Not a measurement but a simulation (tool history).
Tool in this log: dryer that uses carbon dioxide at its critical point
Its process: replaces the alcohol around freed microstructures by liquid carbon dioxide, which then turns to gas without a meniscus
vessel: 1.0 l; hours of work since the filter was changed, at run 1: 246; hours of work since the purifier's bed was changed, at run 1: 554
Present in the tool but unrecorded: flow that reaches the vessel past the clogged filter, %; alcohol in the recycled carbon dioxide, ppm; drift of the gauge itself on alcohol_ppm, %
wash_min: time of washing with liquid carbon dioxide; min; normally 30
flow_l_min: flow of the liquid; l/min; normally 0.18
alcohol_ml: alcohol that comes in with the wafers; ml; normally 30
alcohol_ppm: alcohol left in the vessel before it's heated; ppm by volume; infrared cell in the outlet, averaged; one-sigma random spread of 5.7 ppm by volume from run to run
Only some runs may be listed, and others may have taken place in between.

run,hour,wash_min,flow_l_min,alcohol_ml,hours of work since the filter was changed,hours of work since the purifier's bed was changed,alcohol_ppm
1,0,30,0.18,30,246,554,412
2,22,30,0.18,30,263,571,440
3,48.2,30,0.18,30,283,591,455
# hour 54.9: inlet filter changed
4,79.3,30,0.18,30,18,613,288
5,113.4,30,0.18,30,44,639,308
6,132.3,30,0.18,30,58,653,323
7,147.9,30,0.18,30,70,665,317
8,167.2,40,0.18,30,85,680,165
9,203.8,40,0.139,30,112,707,321
10,239.8,30,0.18,30,140,734,376
11,275.9,30,0.252,30,167,762,175
12,303.3,30,0.18,98,187,782,1029
13,332.5,30,0.18,98,209,804,1086
14,361,30,0.18,98,231,826,1139
15,385.6,19,0.306,76,249,844,715
16,412.6,45,0.179,30,270,865,190
17,434.7,45,0.179,30,287,881,192
# hour 438: inlet filter changed
18,458,45,0.179,30,15,898,172
19,476.2,45,0.179,30,29,912,164
20,504.9,21,0.285,80,50,934,481
21,525.9,27,0.18,38,66,949,603
22,550.9,19,0.227,98,85,968,2120

Each row is a separate what-if for the run after 22, all from the same tool condition, not one after another. Results?
A,569.8,30,0.115,86,99,983,?
B,569.8,19,0.227,24,99,983,?
C,569.8,29,0.115,77,99,983,?
D,569.8,40,0.255,24,99,983,?

run,alcohol_ppm
A,3929
B,668
C,3833
D,162
Stripped of hidden state, with their random variation kept, the same runs would have yielded:
run,alcohol_ppm
A,3190
B,402
C,3128
D,0
